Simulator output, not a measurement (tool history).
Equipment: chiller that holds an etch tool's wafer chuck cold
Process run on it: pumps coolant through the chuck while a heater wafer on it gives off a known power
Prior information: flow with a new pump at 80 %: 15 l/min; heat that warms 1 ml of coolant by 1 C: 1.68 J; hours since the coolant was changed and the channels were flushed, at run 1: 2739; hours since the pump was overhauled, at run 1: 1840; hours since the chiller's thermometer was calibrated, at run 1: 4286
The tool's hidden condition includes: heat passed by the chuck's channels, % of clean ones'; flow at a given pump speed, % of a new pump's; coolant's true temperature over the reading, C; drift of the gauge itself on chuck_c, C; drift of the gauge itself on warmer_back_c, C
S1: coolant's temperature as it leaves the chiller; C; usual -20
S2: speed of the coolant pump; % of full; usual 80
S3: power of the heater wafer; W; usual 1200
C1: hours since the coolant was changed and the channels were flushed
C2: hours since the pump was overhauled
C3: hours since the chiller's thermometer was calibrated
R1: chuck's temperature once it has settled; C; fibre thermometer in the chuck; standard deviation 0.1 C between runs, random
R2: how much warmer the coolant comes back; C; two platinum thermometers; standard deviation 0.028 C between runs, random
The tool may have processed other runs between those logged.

Run 1, hour 0.0: usual settings; C1 2739; C2 1840; C3 4286. Result: R1 -10.6 C, R2 2.98 C.
Run 2, hour 53.4: usual settings; C1 2792; C2 1893; C3 4340. Result: R1 -10.3 C, R2 2.98 C.
Run 3, hour 129.7: usual settings; C1 2869; C2 1969; C3 4416. Result: R1 -10.2 C, R2 2.99 C.
Run 4, hour 170.2: usual settings; C1 2909; C2 2010; C3 4457. Result: R1 -10.2 C, R2 2.94 C.
Run 5, hour 251.6: usual settings; C1 2991; C2 2091; C3 4538. Result: R1 -10.1 C, R2 2.97 C.
Run 6, hour 326.3: usual settings; C1 3065; C2 2166; C3 4613. Result: R1 -10.1 C, R2 2.97 C.
Run 7, hour 367.4: usual settings but S1 -24 C, S2 76 % of full; C1 3106; C2 2207; C3 4654. Result: R1 -13.6 C, R2 3.16 C.
Run 8, hour 423.5: usual settings but S1 -24 C, S2 76 % of full; C1 3162; C2 2263; C3 4710. Result: R1 -13.8 C, R2 3.15 C.
Run 9, hour 506.3: usual settings but S1 -27 C, S2 75 % of full, S3 610 W; C1 3245; C2 2346; C3 4793. Result: R1 -21.5 C, R2 1.65 C.
At hour 537.9: chiller's thermometer calibrated.
Run 10, hour 548.0: usual settings but S1 -27 C, S2 75 % of full, S3 610 W; C1 3286; C2 2386; C3 10. Result: R1 -22.0 C, R2 1.62 C.

Run 11 has not been measured yet. What should we expect?
Run 11, hour 596.2: usual settings but S1 -26 C, S2 65 % of full, S3 1383 W; C1 3334; C2 2435; C3 58. Result: R1 ?, R2 ?.

R1: -13.5 C
R2: 4.26 C
Minus the tool's unlogged condition, the same run would have read R1 -15.4 C, R2 4.06 C.

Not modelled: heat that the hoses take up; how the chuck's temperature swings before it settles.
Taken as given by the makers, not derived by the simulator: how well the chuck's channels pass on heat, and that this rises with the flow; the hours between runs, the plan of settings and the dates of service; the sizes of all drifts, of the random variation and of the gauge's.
